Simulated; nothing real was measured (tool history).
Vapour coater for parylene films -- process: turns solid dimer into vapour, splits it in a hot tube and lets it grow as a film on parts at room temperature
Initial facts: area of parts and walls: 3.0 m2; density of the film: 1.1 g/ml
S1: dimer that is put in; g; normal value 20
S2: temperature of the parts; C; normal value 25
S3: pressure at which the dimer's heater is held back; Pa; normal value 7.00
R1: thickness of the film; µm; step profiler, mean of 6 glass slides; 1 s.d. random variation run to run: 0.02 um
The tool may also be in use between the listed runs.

run 1 hour=0.0 | S1=20 S2=25 S3=7.00 | R1=2.87
run 2 hour=12.3 | S1=23 S2=25 S3=7.00 | R1=3.34
run 3 hour=25.0 | S1=23 S2=25 S3=7.00 | R1=3.31
run 4 hour=37.9 | S1=18 S2=25 S3=7.00 | R1=2.57
run 5 hour=56.5 | S1=18 S2=25 S3=7.00 | R1=2.59
run 6 hour=74.2 | S1=20 S2=25 S3=7.00 | R1=2.89
run 7 hour=91.4 | S1=20 S2=25 S3=7.00 | R1=2.89
run 8 hour=99.9 | S1=20 S2=18 S3=7.00 | R1=4.06
run 9 hour=113.5 | S1=20 S2=25 S3=7.00 | R1=2.88
run 10 hour=127.2 | S1=20 S2=25 S3=7.00 | R1=2.87
run 11 hour=143.9 | S1=20 S2=25 S3=7.00 | R1=2.84
run 12 hour=152.4 | S1=20 S2=25 S3=7.00 | R1=2.89
run 13 hour=163.2 | S1=20 S2=25 S3=7.00 | R1=2.86
run 14 hour=180.7 | S1=20 S2=25 S3=7.00 | R1=2.86
run 15 hour=191.3 | S1=9 S2=25 S3=7.00 | R1=1.29
run 16 hour=207.3 | S1=9 S2=25 S3=7.00 | R1=1.29
-- hour=212.9 trap's valve overhauled
run 17 hour=219.9 | S1=9 S2=25 S3=7.00 | R1=1.25
run 18 hour=231.4 | S1=15 S2=25 S3=7.00 | R1=2.04
run 19 hour=241.6 | S1=15 S2=32 S3=2.05 | R1=1.96
run 20 hour=252.4 | S1=15 S2=22 S3=6.72 | R1=2.41
run 21 hour=267.7 | S1=15 S2=22 S3=6.72 | R1=2.36
-- hour=279.0 trap's valve overhauled, once more
run 22 hour=285.5 | S1=15 S2=22 S3=6.72 | R1=2.65
run 23 hour=299.7 | S1=15 S2=22 S3=6.72 | R1=2.66
run 24 hour=313.6 | S1=15 S2=22 S3=6.72 | R1=2.63
run 25 hour=326.6 | S1=15 S2=22 S3=6.72 | R1=2.66
run 26 hour=334.6 | S1=15 S2=22 S3=6.72 | R1=2.66
run 27 hour=351.2 | S1=15 S2=22 S3=6.72 | R1=2.65
run 28 hour=362.6 | S1=15 S2=22 S3=6.72 | R1=2.67

What will run 29 give?
run 29 hour=379.2 | S1=12 S2=26 S3=3.97 | R1=?

Logged for run 29: R1 1.97 µm.
Without the tool's hidden state the same run would have given R1 1.98 µm.

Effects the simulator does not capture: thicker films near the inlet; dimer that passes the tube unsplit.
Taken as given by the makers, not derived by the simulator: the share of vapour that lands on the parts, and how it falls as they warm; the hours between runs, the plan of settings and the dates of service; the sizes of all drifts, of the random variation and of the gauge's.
